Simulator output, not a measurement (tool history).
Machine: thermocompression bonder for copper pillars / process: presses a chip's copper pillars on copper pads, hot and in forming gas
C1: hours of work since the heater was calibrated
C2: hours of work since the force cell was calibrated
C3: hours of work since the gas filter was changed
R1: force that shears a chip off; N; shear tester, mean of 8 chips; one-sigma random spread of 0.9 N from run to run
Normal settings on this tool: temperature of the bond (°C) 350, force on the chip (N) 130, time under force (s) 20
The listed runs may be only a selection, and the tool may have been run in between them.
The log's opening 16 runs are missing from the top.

run 17 hour=897.8 | temperature_of_the_bond_(°C)=350 force_on_the_chip_(N)=130 time_under_force_(s)=18 | C1=964 C2=93 C3=200 | R1=70.2
run 18 hour=925.2 | temperature_of_the_bond_(°C)=350 force_on_the_chip_(N)=130 time_under_force_(s)=18 | C1=978 C2=106 C3=213 | R1=69.4
run 19 hour=981.1 | temperature_of_the_bond_(°C)=350 force_on_the_chip_(N)=99 time_under_force_(s)=20 | C1=1005 C2=133 C3=240 | R1=60.8
run 20 hour=1022.6 | temperature_of_the_bond_(°C)=350 force_on_the_chip_(N)=95 time_under_force_(s)=20 | C1=1025 C2=153 C3=260 | R1=62.8
run 21 hour=1052.6 | temperature_of_the_bond_(°C)=350 force_on_the_chip_(N)=104 time_under_force_(s)=20 | C1=1039 C2=168 C3=275 | R1=64.4
run 22 hour=1106.5 | temperature_of_the_bond_(°C)=350 force_on_the_chip_(N)=104 time_under_force_(s)=20 | C1=1066 C2=194 C3=301 | R1=63.1
run 23 hour=1148.2 | temperature_of_the_bond_(°C)=350 force_on_the_chip_(N)=104 time_under_force_(s)=20 | C1=1086 C2=214 C3=321 | R1=62.2
-- hour=1172.4 forming gas filter changed
run 24 hour=1187 | temperature_of_the_bond_(°C)=377 force_on_the_chip_(N)=130 time_under_force_(s)=58 | C1=1104 C2=233 C3=7 | R1=105.7
run 25 hour=1221.5 | temperature_of_the_bond_(°C)=377 force_on_the_chip_(N)=130 time_under_force_(s)=58 | C1=1121 C2=250 C3=24 | R1=107.2
run 26 hour=1264.4 | temperature_of_the_bond_(°C)=356 force_on_the_chip_(N)=105 time_under_force_(s)=20 | C1=1142 C2=271 C3=45 | R1=73.4
run 27 hour=1328.9 | temperature_of_the_bond_(°C)=372 force_on_the_chip_(N)=81 time_under_force_(s)=38 | C1=1173 C2=302 C3=76 | R1=83.8
run 28 hour=1358.7 | temperature_of_the_bond_(°C)=362 force_on_the_chip_(N)=130 time_under_force_(s)=25 | C1=1188 C2=316 C3=90 | R1=85
run 29 hour=1398.8 | temperature_of_the_bond_(°C)=350 force_on_the_chip_(N)=84 time_under_force_(s)=20 | C1=1207 C2=336 C3=110 | R1=60.3
run 30 hour=1441.3 | temperature_of_the_bond_(°C)=370 force_on_the_chip_(N)=130 time_under_force_(s)=20 | C1=1228 C2=356 C3=131 | R1=83.2
run 31 hour=1506 | temperature_of_the_bond_(°C)=350 force_on_the_chip_(N)=124 time_under_force_(s)=24 | C1=1259 C2=388 C3=162 | R1=75.5
-- hour=1524 heater calibrated with a thermocouple chip
run 32 hour=1545.4 | temperature_of_the_bond_(°C)=322 force_on_the_chip_(N)=88 time_under_force_(s)=20 | C1=10 C2=406 C3=180 | R1=43.2
run 33 hour=1609.6 | temperature_of_the_bond_(°C)=322 force_on_the_chip_(N)=132 time_under_force_(s)=38 | C1=42 C2=437 C3=211 | R1=64.3
run 34 hour=1666.1 | temperature_of_the_bond_(°C)=378 force_on_the_chip_(N)=87 time_under_force_(s)=29 | C1=69 C2=465 C3=239 | R1=76.6
run 35 hour=1718.6 | temperature_of_the_bond_(°C)=340 force_on_the_chip_(N)=113 time_under_force_(s)=17 | C1=94 C2=490 C3=264 | R1=55.2
run 36 hour=1782.7 | temperature_of_the_bond_(°C)=331 force_on_the_chip_(N)=101 time_under_force_(s)=20 | C1=126 C2=521 C3=295 | R1=48.4
run 37 hour=1843.8 | temperature_of_the_bond_(°C)=331 force_on_the_chip_(N)=101 time_under_force_(s)=20 | C1=155 C2=551 C3=325 | R1=48.9
-- hour=1863.5 forming gas filter changed
run 38 hour=1881.9 | temperature_of_the_bond_(°C)=331 force_on_the_chip_(N)=168 time_under_force_(s)=20 | C1=174 C2=569 C3=9 | R1=68.9
run 39 hour=1918.2 | temperature_of_the_bond_(°C)=366 force_on_the_chip_(N)=130 time_under_force_(s)=20 | C1=191 C2=587 C3=27 | R1=79.1
run 40 hour=1948 | temperature_of_the_bond_(°C)=366 force_on_the_chip_(N)=130 time_under_force_(s)=49 | C1=206 C2=601 C3=41 | R1=96.5

Forecast each of these 3 alternatives for the next run:
run A hour=1975.5 | temperature_of_the_bond_(°C)=366 force_on_the_chip_(N)=137 time_under_force_(s)=41 | C1=219 C2=615 C3=54 | R1=?
run B hour=1975.5 | temperature_of_the_bond_(°C)=337 force_on_the_chip_(N)=124 time_under_force_(s)=49 | C1=219 C2=615 C3=54 | R1=?
run C hour=1975.5 | temperature_of_the_bond_(°C)=355 force_on_the_chip_(N)=145 time_under_force_(s)=50 | C1=219 C2=615 C3=54 | R1=?

run=A R1=95.5
run=B R1=80.6
run=C R1=97.5
Without the tool's hidden state the same runs would have given:
run=A R1=99
run=B R1=84.1
run=C R1=101.1

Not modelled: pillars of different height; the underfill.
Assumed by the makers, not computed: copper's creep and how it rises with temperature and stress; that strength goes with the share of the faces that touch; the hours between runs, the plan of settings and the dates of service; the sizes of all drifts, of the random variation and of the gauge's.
